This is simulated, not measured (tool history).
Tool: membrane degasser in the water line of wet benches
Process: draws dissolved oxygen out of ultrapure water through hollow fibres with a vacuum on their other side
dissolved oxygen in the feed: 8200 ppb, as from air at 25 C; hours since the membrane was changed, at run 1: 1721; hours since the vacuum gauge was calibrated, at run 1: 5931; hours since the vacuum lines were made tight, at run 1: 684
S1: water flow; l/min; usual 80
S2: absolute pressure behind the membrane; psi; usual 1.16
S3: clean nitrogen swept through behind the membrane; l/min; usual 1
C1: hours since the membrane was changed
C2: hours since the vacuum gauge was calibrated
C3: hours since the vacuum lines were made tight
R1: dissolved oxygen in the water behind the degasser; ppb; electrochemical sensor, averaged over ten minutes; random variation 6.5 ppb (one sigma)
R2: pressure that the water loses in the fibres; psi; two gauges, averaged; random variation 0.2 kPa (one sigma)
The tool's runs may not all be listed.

Run 1, hour 0: usual settings; C1 1721; C2 5931; C3 684. Result: R1 644.9 ppb, R2 6.334 psi.
Run 2, hour 115.8: usual settings; C1 1836; C2 6047; C3 800. Result: R1 653.6 ppb, R2 6.396 psi.
Run 3, hour 340.7: usual settings; C1 2061; C2 6272; C3 1025. Result: R1 654.6 ppb, R2 6.382 psi.
Run 4, hour 535.7: usual settings; C1 2256; C2 6467; C3 1220. Result: R1 660.3 ppb, R2 6.353 psi.
Run 5, hour 651.7: usual settings; C1 2372; C2 6583; C3 1336. Result: R1 644.9 ppb, R2 6.399 psi.
Run 6, hour 921: usual settings; C1 2642; C2 6852; C3 1605. Result: R1 648.3 ppb, R2 6.379 psi.
Run 7, hour 1121.9: usual settings; C1 2842; C2 7053; C3 1806. Result: R1 658.8 ppb, R2 6.345 psi.
Run 8, hour 1247.4: usual settings; C1 2968; C2 7178; C3 1931. Result: R1 651.5 ppb, R2 6.399 psi.
Run 9, hour 1502.9: usual settings; C1 3223; C2 7434; C3 2187. Result: R1 654.9 ppb, R2 6.425 psi.
Run 10, hour 1622.9: usual settings; C1 3343; C2 7554; C3 2307. Result: R1 650.4 ppb, R2 6.367 psi.
At hour 1694.1: vacuum gauge calibrated.
Run 11, hour 1907.5: usual settings; C1 3628; C2 213; C3 2591. Result: R1 644.9 ppb, R2 6.367 psi.
Run 12, hour 2076.2: usual settings; C1 3796; C2 382; C3 2760. Result: R1 653.6 ppb, R2 6.408 psi.
Run 13, hour 2196: usual settings; C1 3916; C2 502; C3 2880. Result: R1 649.2 ppb, R2 6.438 psi.
Run 14, hour 2396.1: usual settings; C1 4116; C2 702; C3 3080. Result: R1 650.8 ppb, R2 6.403 psi.
At hour 2604: seals of the vacuum lines changed.
Run 15, hour 2667.1: usual settings but S1 95 l/min; C1 4385; C2 971; C3 63. Result: R1 750.2 ppb, R2 7.649 psi.
Run 16, hour 2803.6: usual settings; C1 4522; C2 1107; C3 200. Result: R1 650 ppb, R2 6.445 psi.
Run 17, hour 2995.9: usual settings; C1 4714; C2 1300; C3 392. Result: R1 646.2 ppb, R2 6.48 psi.
Run 18, hour 3138.8: usual settings but S1 107 l/min, S2 0.93 psi, S3 1.34 l/min; C1 4857; C2 1443; C3 535. Result: R1 501.9 ppb, R2 8.651 psi.
Run 19, hour 3358: usual settings but S1 107 l/min, S2 0.93 psi, S3 1.34 l/min; C1 5076; C2 1662; C3 754. Result: R1 495.3 ppb, R2 8.675 psi.
Run 20, hour 3628.6: usual settings but S1 82 l/min, S2 1.389 psi, S3 0.66 l/min; C1 5347; C2 1932; C3 1025. Result: R1 1056.1 ppb, R2 6.646 psi.
Run 21, hour 3762.4: usual settings but S1 111 l/min, S2 0.869 psi, S3 0.66 l/min; C1 5480; C2 2066; C3 1158. Result: R1 651.9 ppb, R2 9.061 psi.
Run 22, hour 3992.6: usual settings but S1 65 l/min, S2 0.715 psi, S3 0.81 l/min; C1 5711; C2 2296; C3 1389. Result: R1 255.4 ppb, R2 5.291 psi.
Run 23, hour 4265.5: usual settings but S1 61 l/min, S3 0.44 l/min; C1 5983; C2 2569; C3 1661. Result: R1 872.5 ppb, R2 4.93 psi.
Run 24, hour 4534.4: usual settings but S3 1.34 l/min; C1 6252; C2 2838; C3 1930. Result: R1 549.4 ppb, R2 6.564 psi.
Run 25, hour 4753.8: usual settings but S2 1.713 psi, S3 2.92 l/min; C1 6472; C2 3058; C3 2150. Result: R1 531.8 ppb, R2 6.588 psi.

Run 26 comes next. What will it give?
Run 26, hour 5001.5: usual settings but S2 1.713 psi, S3 2.92 l/min; C1 6720; C2 3305; C3 2397. Result: R1 ?, R2 ?.

{"run 26": {"R1": 532.7, "R2": 6.54}}
Without the tool's hidden state the same run would have given R1 531.8 ppb, R2 6.353 psi.
